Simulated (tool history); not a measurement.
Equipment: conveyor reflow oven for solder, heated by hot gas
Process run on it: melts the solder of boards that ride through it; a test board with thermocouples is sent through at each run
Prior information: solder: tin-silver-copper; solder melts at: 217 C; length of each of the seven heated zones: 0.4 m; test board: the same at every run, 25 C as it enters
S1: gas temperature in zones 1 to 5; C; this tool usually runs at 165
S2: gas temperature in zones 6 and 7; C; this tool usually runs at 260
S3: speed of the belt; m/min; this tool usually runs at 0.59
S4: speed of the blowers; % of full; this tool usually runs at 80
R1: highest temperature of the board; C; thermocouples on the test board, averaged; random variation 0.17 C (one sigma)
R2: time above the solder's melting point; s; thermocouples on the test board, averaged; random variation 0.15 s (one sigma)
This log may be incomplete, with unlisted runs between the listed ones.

| run | hour | S1 | S2 | S3 | S4 | R1 | R2 |
|---|---|---|---|---|---|---|---|
| 1 | 0 | 165 | 260 | 0.59 | 80 | 252.4 | 60.9 |
| 2 | 17.7 | 165 | 260 | 0.59 | 80 | 252.9 | 61 |
| 3 | 39.9 | 165 | 260 | 0.59 | 80 | 252.7 | 60.9 |
| 4 | 60.6 | 165 | 260 | 0.59 | 80 | 252.4 | 61.2 |
| 5 | 80.7 | 166 | 260 | 0.59 | 80 | 252.9 | 61.5 |
| 6 | 108.2 | 165 | 260 | 0.59 | 86 | 253.9 | 62.1 |
| 7 | 133.1 | 165 | 260 | 0.59 | 86 | 253.8 | 62.1 |
| 8 | 158.1 | 165 | 260 | 0.59 | 86 | 253.5 | 61.7 |
| 9 | 183 | 165 | 260 | 0.59 | 86 | 253.3 | 61.9 |
|  | 190.2 | flux residue cleaned out of gas plates and filters |
| 10 | 215.4 | 157 | 264 | 0.558 | 65 | 255.5 | 63.8 |
| 11 | 234.9 | 157 | 261 | 0.558 | 65 | 252.3 | 61.7 |
| 12 | 262.5 | 157 | 261 | 0.558 | 65 | 252.7 | 61.6 |
| 13 | 288 | 157 | 261 | 0.558 | 65 | 252.7 | 61.7 |
| 14 | 312.1 | 165 | 268 | 0.612 | 80 | 260.9 | 63.7 |
| 15 | 334.3 | 165 | 268 | 0.612 | 80 | 260.8 | 63.6 |
| 16 | 363.1 | 165 | 268 | 0.612 | 80 | 260.9 | 63.5 |
| 17 | 391.5 | 165 | 268 | 0.612 | 80 | 260.6 | 63.8 |

A few steps of R1 between consecutive runs. Split each: what settings, incoming material and random variation would produce without the hidden state, and what is left over for the hidden state, along with gauge scatter present in only one of the two compared results (measured, and without hidden state):
Hidden state at play: heat that the gas passes to the board, % of a clean oven's; belt's true speed, % of the reading; true gas temperature in zones 6 and 7 over the reading, C; drift of the gauge itself on peak_c, C; drift of the gauge itself on liquid_s, %.
Run 9 -> 10: S1 165 -> 157, S2 260 -> 264, S3 0.59 -> 0.558, S4 86 -> 65, flux residue cleaned out of gas plates and filters. R1 +2.2 C: hidden state +1.6, all else +0.6.
Run 13 -> 14: S1 157 -> 165, S2 261 -> 268, S3 0.558 -> 0.612, S4 65 -> 80. R1 +8.2 C: hidden state +0, all else +8.2.

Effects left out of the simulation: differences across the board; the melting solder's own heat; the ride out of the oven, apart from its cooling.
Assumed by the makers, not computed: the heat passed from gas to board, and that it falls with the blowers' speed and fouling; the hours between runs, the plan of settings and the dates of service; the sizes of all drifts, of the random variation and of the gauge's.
